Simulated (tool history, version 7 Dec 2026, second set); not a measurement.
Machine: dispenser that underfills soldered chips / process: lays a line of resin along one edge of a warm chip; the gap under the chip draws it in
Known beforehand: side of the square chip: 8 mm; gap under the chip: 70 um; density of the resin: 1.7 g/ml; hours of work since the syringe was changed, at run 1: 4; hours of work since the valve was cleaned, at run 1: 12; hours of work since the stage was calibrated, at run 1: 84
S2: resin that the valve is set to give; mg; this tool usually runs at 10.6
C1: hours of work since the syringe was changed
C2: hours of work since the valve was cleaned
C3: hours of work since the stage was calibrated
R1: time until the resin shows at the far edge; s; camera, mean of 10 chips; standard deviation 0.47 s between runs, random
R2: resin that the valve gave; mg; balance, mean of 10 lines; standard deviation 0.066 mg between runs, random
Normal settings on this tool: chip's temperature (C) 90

run 1 day=0.000 | chip's_temperature_(C)=90 S2=10.6 | C1=4 C2=12 C3=84 | R1=40.8 R2=10.49
-- day=0.204 new syringe of resin
run 2 day=0.221 | chip's_temperature_(C)=90 S2=10.6 | C1=0 C2=15 C3=88 | R1=36.2 R2=10.50
run 3 day=0.371 | chip's_temperature_(C)=90 S2=10.6 | C1=3 C2=18 C3=90 | R1=39.4 R2=10.47
run 4 day=0.571 | chip's_temperature_(C)=90 S2=10.6 | C1=6 C2=21 C3=94 | R1=44.6 R2=10.42
-- day=0.654 new syringe of resin
run 5 day=0.696 | chip's_temperature_(C)=90 S2=10.6 | C1=1 C2=23 C3=96 | R1=37.9 R2=10.30
run 6 day=0.858 | chip's_temperature_(C)=95 S2=10.6 | C1=4 C2=26 C3=99 | R1=33.7 R2=10.37
run 7 day=1.025 | chip's_temperature_(C)=95 S2=10.6 | C1=6 C2=29 C3=101 | R1=37.1 R2=10.32
-- day=1.096 new syringe of resin
run 8 day=1.238 | chip's_temperature_(C)=95 S2=10.6 | C1=2 C2=33 C3=105 | R1=32.6 R2=10.44
run 9 day=1.450 | chip's_temperature_(C)=95 S2=10.6 | C1=6 C2=36 C3=109 | R1=37.6 R2=10.32
-- day=1.550 new syringe of resin
run 10 day=1.558 | chip's_temperature_(C)=95 S2=10.6 | C1=0 C2=38 C3=110 | R1=30.0 R2=10.35
run 11 day=1.775 | chip's_temperature_(C)=95 S2=10.6 | C1=4 C2=42 C3=114 | R1=34.9 R2=10.17
run 12 day=1.904 | chip's_temperature_(C)=90 S2=9.9 | C1=6 C2=44 C3=116 | R1=46.5 R2=9.56
-- day=2.000 new syringe of resin
run 13 day=2.138 | chip's_temperature_(C)=90 S2=9.9 | C1=2 C2=48 C3=120 | R1=39.7 R2=9.43
run 14 day=2.342 | chip's_temperature_(C)=90 S2=9.8 | C1=6 C2=51 C3=124 | R1=46.4 R2=9.33
-- day=2.454 new syringe of resin
run 15 day=2.525 | chip's_temperature_(C)=99 S2=9.8 | C1=1 C2=54 C3=127 | R1=27.2 R2=9.28
run 16 day=2.742 | chip's_temperature_(C)=99 S2=9.8 | C1=5 C2=58 C3=130 | R1=31.6 R2=9.29
-- day=2.896 new syringe of resin
run 17 day=2.958 | chip's_temperature_(C)=99 S2=13.8 | C1=1 C2=62 C3=134 | R1=25.2 R2=13.03
run 18 day=3.104 | chip's_temperature_(C)=99 S2=13.8 | C1=4 C2=64 C3=137 | R1=27.9 R2=13.04
run 19 day=3.267 | chip's_temperature_(C)=98 S2=12.4 | C1=6 C2=67 C3=139 | R1=32.7 R2=11.70
-- day=3.342 new syringe of resin
run 20 day=3.479 | chip's_temperature_(C)=98 S2=12.4 | C1=2 C2=70 C3=143 | R1=28.5 R2=11.55
run 21 day=3.571 | chip's_temperature_(C)=99 S2=10.6 | C1=4 C2=72 C3=144 | R1=29.4 R2=9.92
run 22 day=3.725 | chip's_temperature_(C)=99 S2=10.7 | C1=7 C2=75 C3=147 | R1=32.8 R2=10.00
-- day=3.788 new syringe of resin
run 23 day=3.883 | chip's_temperature_(C)=77 S2=9.0 | C1=2 C2=77 C3=150 | R1=69.7 R2=8.29
run 24 day=3.992 | chip's_temperature_(C)=77 S2=9.0 | C1=4 C2=79 C3=152 | R1=77.1 R2=8.43
run 25 day=4.167 | chip's_temperature_(C)=90 S2=12.5 | C1=7 C2=82 C3=155 | R1=45.4 R2=11.76
-- day=4.242 new syringe of resin
run 26 day=4.392 | chip's_temperature_(C)=78 S2=12.5 | C1=3 C2=86 C3=158 | R1=62.9 R2=11.52
run 27 day=4.562 | chip's_temperature_(C)=97 S2=13.5 | C1=6 C2=89 C3=161 | R1=32.0 R2=12.45
-- day=4.688 new syringe of resin
run 28 day=4.800 | chip's_temperature_(C)=97 S2=13.5 | C1=2 C2=93 C3=165 | R1=28.7 R2=12.43
run 29 day=4.912 | chip's_temperature_(C)=97 S2=13.5 | C1=4 C2=95 C3=167 | R1=29.4 R2=12.32
run 30 day=5.108 | chip's_temperature_(C)=93 S2=12.6 | C1=7 C2=98 C3=171 | R1=39.9 R2=11.60
-- day=5.138 new syringe of resin
run 31 day=5.321 | chip's_temperature_(C)=88 S2=12.9 | C1=3 C2=102 C3=174 | R1=41.7 R2=11.85
-- day=5.462 dispensing valve cleaned and set on the balance
run 32 day=5.462 | chip's_temperature_(C)=76 S2=9.3 | C1=5 C2=0 C3=176 | R1=77.8 R2=9.31
run 33 day=5.596 | chip's_temperature_(C)=77 S2=12.8 | C1=7 C2=2 C3=178 | R1=76.0 R2=12.71
-- day=5.629 new syringe of resin
run 34 day=5.767 | chip's_temperature_(C)=77 S2=12.8 | C1=2 C2=5 C3=181 | R1=63.2 R2=12.60
run 35 day=5.908 | chip's_temperature_(C)=84 S2=9.4 | C1=5 C2=8 C3=183 | R1=55.2 R2=9.30

A few steps of R1 between consecutive runs. Split each: what settings, incoming material and random variation would produce without the hidden state, and what is left over for the hidden state, along with gauge scatter present in only one of the two compared results (measured, and without hidden state):
Unlogged tool condition in this case: resin's viscosity, % of fresh resin's; dose that the valve gives, % of what is set; true chip temperature over the reading, C; drift of the gauge itself on fill_s, %; drift of the gauge itself on given_mg, %.
Run 4 -> 5: new syringe of resin. R1 -6.7 s: hidden state -8.7, all else +2.0.
Run 14 -> 15: chip's temperature (C) 90 -> 99, new syringe of resin. R1 -19.2 s: hidden state -7.6, all else -11.6.
Run 22 -> 23: chip's temperature (C) 99 -> 77, S2 10.7 -> 9.0, new syringe of resin. R1 +36.9 s: hidden state -0.8, all else +37.7.
Run 24 -> 25: chip's temperature (C) 77 -> 90, S2 9.0 -> 12.5. R1 -31.7 s: hidden state -1.5, all else -30.2.
Run 31 -> 32: chip's temperature (C) 88 -> 76, S2 12.9 -> 9.3, dispensing valve cleaned and set on the balance. R1 +36.1 s: hidden state +7.4, all else +28.7.
Run 33 -> 34: new syringe of resin. R1 -12.8 s: hidden state -12.7, all else -0.1.
